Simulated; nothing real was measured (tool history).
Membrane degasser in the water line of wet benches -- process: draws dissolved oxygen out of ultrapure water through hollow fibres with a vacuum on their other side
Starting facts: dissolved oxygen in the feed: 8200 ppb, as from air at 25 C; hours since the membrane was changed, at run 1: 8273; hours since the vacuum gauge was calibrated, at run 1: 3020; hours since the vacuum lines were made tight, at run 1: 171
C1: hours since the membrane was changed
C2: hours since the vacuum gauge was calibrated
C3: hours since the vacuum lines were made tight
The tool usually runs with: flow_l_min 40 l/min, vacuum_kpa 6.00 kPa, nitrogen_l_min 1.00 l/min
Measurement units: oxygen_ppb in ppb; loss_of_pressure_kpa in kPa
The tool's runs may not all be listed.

Run 1, hour 0.0: usual settings; C1 8273; C2 3020; C3 171. Result: oxygen_ppb 223.7 ppb, loss_of_pressure_kpa 51.47 kPa.
Run 2, hour 230.4: usual settings but nitrogen_l_min 0.43 l/min; C1 8503; C2 3251; C3 401. Result: oxygen_ppb 403.0 ppb, loss_of_pressure_kpa 51.24 kPa.
Run 3, hour 419.1: usual settings but nitrogen_l_min 0.43 l/min; C1 8692; C2 3439; C3 590. Result: oxygen_ppb 402.0 ppb, loss_of_pressure_kpa 51.05 kPa.
Run 4, hour 573.7: usual settings but nitrogen_l_min 0.43 l/min; C1 8846; C2 3594; C3 745. Result: oxygen_ppb 402.7 ppb, loss_of_pressure_kpa 50.89 kPa.
Run 5, hour 773.7: usual settings but nitrogen_l_min 0.43 l/min; C1 9046; C2 3794; C3 945. Result: oxygen_ppb 401.3 ppb, loss_of_pressure_kpa 50.94 kPa.
Run 6, hour 972.9: usual settings but nitrogen_l_min 0.43 l/min; C1 9246; C2 3993; C3 1144. Result: oxygen_ppb 402.0 ppb, loss_of_pressure_kpa 50.84 kPa.
Run 7, hour 1213.5: usual settings; C1 9486; C2 4234; C3 1384. Result: oxygen_ppb 223.4 ppb, loss_of_pressure_kpa 50.85 kPa.
Run 8, hour 1461.8: usual settings; C1 9734; C2 4482; C3 1633. Result: oxygen_ppb 223.7 ppb, loss_of_pressure_kpa 51.20 kPa.
Run 9, hour 1627.5: usual settings; C1 9900; C2 4648; C3 1798. Result: oxygen_ppb 223.8 ppb, loss_of_pressure_kpa 51.25 kPa.
At hour 1646.1: vacuum gauge calibrated.
Run 10, hour 1867.1: usual settings; C1 10139; C2 221; C3 2038. Result: oxygen_ppb 223.3 ppb, loss_of_pressure_kpa 50.94 kPa.
Run 11, hour 2057.4: usual settings but nitrogen_l_min 2.10 l/min; C1 10330; C2 411; C3 2228. Result: oxygen_ppb 122.2 ppb, loss_of_pressure_kpa 50.86 kPa.
Run 12, hour 2221.4: usual settings but flow_l_min 60 l/min; C1 10494; C2 575; C3 2392. Result: oxygen_ppb 311.2 ppb, loss_of_pressure_kpa 76.09 kPa.
Run 13, hour 2335.6: usual settings but vacuum_kpa 10.65 kPa; C1 10608; C2 690; C3 2506. Result: oxygen_ppb 569.1 ppb, loss_of_pressure_kpa 50.93 kPa.
Run 14, hour 2481.9: usual settings but vacuum_kpa 10.65 kPa; C1 10754; C2 836; C3 2652. Result: oxygen_ppb 568.6 ppb, loss_of_pressure_kpa 50.79 kPa.
Run 15, hour 2646.5: usual settings but vacuum_kpa 10.65 kPa; C1 10919; C2 1000; C3 2817. Result: oxygen_ppb 567.8 ppb, loss_of_pressure_kpa 50.65 kPa.
Run 16, hour 2835.2: usual settings but vacuum_kpa 10.65 kPa; C1 11107; C2 1189; C3 3006. Result: oxygen_ppb 568.6 ppb, loss_of_pressure_kpa 50.59 kPa.
Run 17, hour 2991.2: usual settings but vacuum_kpa 10.65 kPa; C1 11263; C2 1345; C3 3162. Result: oxygen_ppb 568.0 ppb, loss_of_pressure_kpa 50.65 kPa.
Run 18, hour 3181.5: usual settings but flow_l_min 32 l/min, vacuum_kpa 10.65 kPa, nitrogen_l_min 0.40 l/min; C1 11454; C2 1535; C3 3352. Result: oxygen_ppb 920.3 ppb, loss_of_pressure_kpa 40.35 kPa.
Run 19, hour 3381.4: usual settings but flow_l_min 26 l/min; C1 11654; C2 1735; C3 3552. Result: oxygen_ppb 156.2 ppb, loss_of_pressure_kpa 32.90 kPa.
Run 20, hour 3592.9: usual settings but flow_l_min 26 l/min; C1 11865; C2 1947; C3 3763. Result: oxygen_ppb 155.5 ppb, loss_of_pressure_kpa 32.95 kPa.
Run 21, hour 3705.9: usual settings but flow_l_min 50 l/min, nitrogen_l_min 1.16 l/min; C1 11978; C2 2060; C3 3876. Result: oxygen_ppb 240.7 ppb, loss_of_pressure_kpa 63.78 kPa.
Run 22, hour 3974.7: usual settings but flow_l_min 47 l/min, vacuum_kpa 6.28 kPa, nitrogen_l_min 1.79 l/min; C1 12247; C2 2329; C3 4145. Result: oxygen_ppb 178.9 ppb, loss_of_pressure_kpa 59.27 kPa.
Run 23, hour 4104.8: usual settings but vacuum_kpa 5.12 kPa; C1 12377; C2 2459; C3 4275. Result: oxygen_ppb 155.1 ppb, loss_of_pressure_kpa 50.52 kPa.
Run 24, hour 4346.4: usual settings but flow_l_min 50 l/min, vacuum_kpa 7.82 kPa; C1 12619; C2 2700; C3 4517. Result: oxygen_ppb 429.8 ppb, loss_of_pressure_kpa 63.22 kPa.
Run 25, hour 4564.7: usual settings but vacuum_kpa 12.66 kPa; C1 12837; C2 2919; C3 4735. Result: oxygen_ppb 707.9 ppb, loss_of_pressure_kpa 50.49 kPa.
Run 26, hour 4789.6: usual settings but vacuum_kpa 12.66 kPa; C1 13062; C2 3144; C3 4960. Result: oxygen_ppb 707.3 ppb, loss_of_pressure_kpa 50.45 kPa.
Run 27, hour 4969.2: usual settings but flow_l_min 32 l/min, nitrogen_l_min 0.70 l/min; C1 13241; C2 3323; C3 5140. Result: oxygen_ppb 245.9 ppb, loss_of_pressure_kpa 40.33 kPa.
Run 28, hour 5183.9: usual settings but flow_l_min 33 l/min, vacuum_kpa 13.54 kPa, nitrogen_l_min 0.70 l/min; C1 13456; C2 3538; C3 5354. Result: oxygen_ppb 868.2 ppb, loss_of_pressure_kpa 41.72 kPa.
At hour 5346.9: membrane cartridge changed.
Run 29, hour 5400.2: usual settings but flow_l_min 39 l/min, vacuum_kpa 5.42 kPa, nitrogen_l_min 0.60 l/min; C1 53; C2 3750; C3 5567. Result: oxygen_ppb 254.6 ppb, loss_of_pressure_kpa 49.00 kPa.
Run 30, hour 5640.9: usual settings but flow_l_min 52 l/min, vacuum_kpa 4.81 kPa, nitrogen_l_min 2.07 l/min; C1 294; C2 3991; C3 5807. Result: oxygen_ppb 97.0 ppb, loss_of_pressure_kpa 65.56 kPa.
Run 31, hour 5848.9: usual settings but flow_l_min 27 l/min, vacuum_kpa 4.81 kPa, nitrogen_l_min 0.70 l/min; C1 502; C2 4199; C3 6015. Result: oxygen_ppb 124.7 ppb, loss_of_pressure_kpa 34.01 kPa.

Measured result minus the same run's result without the hidden state. Both carry the same run-to-run variation, though not necessarily the same gauge scatter:
Hidden state at play: membrane still open, %; true pressure behind the membrane over the reading, kPa; air that leaks in behind the membrane, l/min; drift of the gauge itself on oxygen_ppb, %; drift of the gauge itself on loss_of_pressure_kpa, %.
run  loss_of_pressure_kpa
  1                 +0.01
  2                 -0.02
  3                 -0.05
  4                 -0.07
  5                 -0.10
  6                 -0.13
  7                 -0.16
  8                 -0.20
  9                 -0.23
 10                 -0.26
 11                 -0.29
 12                 -0.46
 13                 -0.32
 14                 -0.34
 15                 -0.36
 16                 -0.39
 17                 -0.42
 18                 -0.35
 19                 -0.30
 20                 -0.33
 21                 -0.65
 22                 -0.66
 23                 -0.57
 24                 -0.76
 25                 -0.64
 26                 -0.67
 27                 -0.56
 28                 -0.61
 29                 -0.76
 30                 -1.06
 31                 -0.57
For oxygen_ppb, the value without the hidden state is never more than 0.1 ppb from the measured value.
